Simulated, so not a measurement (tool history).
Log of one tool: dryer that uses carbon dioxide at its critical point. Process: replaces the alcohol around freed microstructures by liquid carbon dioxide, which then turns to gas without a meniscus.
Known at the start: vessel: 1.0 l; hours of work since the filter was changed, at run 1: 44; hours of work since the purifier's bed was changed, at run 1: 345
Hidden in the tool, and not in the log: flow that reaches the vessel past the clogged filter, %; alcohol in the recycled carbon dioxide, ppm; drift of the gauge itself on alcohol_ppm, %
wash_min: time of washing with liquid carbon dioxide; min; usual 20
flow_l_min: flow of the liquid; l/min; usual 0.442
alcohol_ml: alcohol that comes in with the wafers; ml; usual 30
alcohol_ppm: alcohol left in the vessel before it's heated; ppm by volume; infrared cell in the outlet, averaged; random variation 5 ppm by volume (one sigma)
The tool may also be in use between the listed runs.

run,hour,wash_min,flow_l_min,alcohol_ml,hours of work since the filter was changed,hours of work since the purifier's bed was changed,alcohol_ppm
1,0.0,20,0.442,30,44,345,95
2,12.0,20,0.442,30,51,352,88
3,26.5,20,0.442,30,59,360,87
4,39.6,20,0.442,30,66,367,95
5,49.0,19,0.442,30,72,373,92
6,63.5,19,0.442,30,80,381,108
7,78.3,19,0.442,30,88,389,105
8,87.3,19,0.584,30,93,394,92
9,101.8,19,0.584,30,101,402,93
10,110.8,20,0.442,111,106,407,139
11,124.6,20,0.442,111,114,415,147
12,131.3,20,0.442,111,118,419,151
13,140.7,20,0.442,30,123,424,107
14,150.2,20,0.442,98,129,430,151
15,161.0,20,0.442,23,135,436,107
16,168.2,20,0.442,30,139,440,115
17,181.4,20,0.442,30,146,447,125
# hour 191.2: inlet filter changed
18,196.8,18,0.442,30,3,455,123
19,205.4,16,0.442,30,8,460,139
20,215.1,20,0.410,30,14,466,115
21,228.4,20,0.410,30,21,473,112
22,243.5,20,0.442,30,30,482,116
23,250.9,20,0.442,30,34,486,123
24,261.0,20,0.442,30,39,492,121
25,270.8,13,0.719,91,45,497,124
26,283.0,13,0.719,91,52,504,123
27,291.2,16,0.539,39,56,509,119
28,302.7,16,0.479,39,63,515,151
29,314.2,15,0.570,32,69,522,130
30,324.2,15,0.570,46,75,527,141
31,330.6,15,0.570,46,79,531,136
32,342.1,17,0.570,46,85,537,121
33,350.8,12,0.557,61,90,542,284
34,358.4,31,0.612,35,94,547,114
35,372.9,12,0.316,24,103,555,1102
36,387.9,17,0.348,51,111,563,472
37,395.9,20,0.442,56,116,568,156
38,405.4,20,0.442,56,121,573,167
39,413.9,27,0.442,79,126,578,135
40,426.1,27,0.442,79,132,585,126
41,440.8,24,0.516,33,141,593,138
42,448.3,13,0.610,62,145,597,215
43,456.0,18,0.708,25,149,602,128
# hour 460.5: inlet filter changed
44,467.0,29,0.708,25,4,607,138
45,480.0,29,0.708,25,11,615,136
46,490.2,26,0.669,30,17,620,135
47,497.4,31,0.492,41,21,624,144

Hidden state or all else? Some run-to-run changes of alcohol_ppm, split into what the settings, what came in and random variation would give without the hidden state, and what is left for the hidden state (with any gauge scatter that isn't in both results):
Run 34 -> 35: wash_min 31 -> 12, flow_l_min 0.612 -> 0.316, alcohol_ml 35 -> 24. alcohol_ppm +988 ppm by volume: hidden state +291, all else +697.
Run 35 -> 36: wash_min 12 -> 17, flow_l_min 0.316 -> 0.348, alcohol_ml 24 -> 51. alcohol_ppm -630 ppm by volume: hidden state -137, all else -493.
Run 36 -> 37: wash_min 17 -> 20, flow_l_min 0.348 -> 0.442, alcohol_ml 51 -> 56. alcohol_ppm -316 ppm by volume: hidden state -129, all else -187.
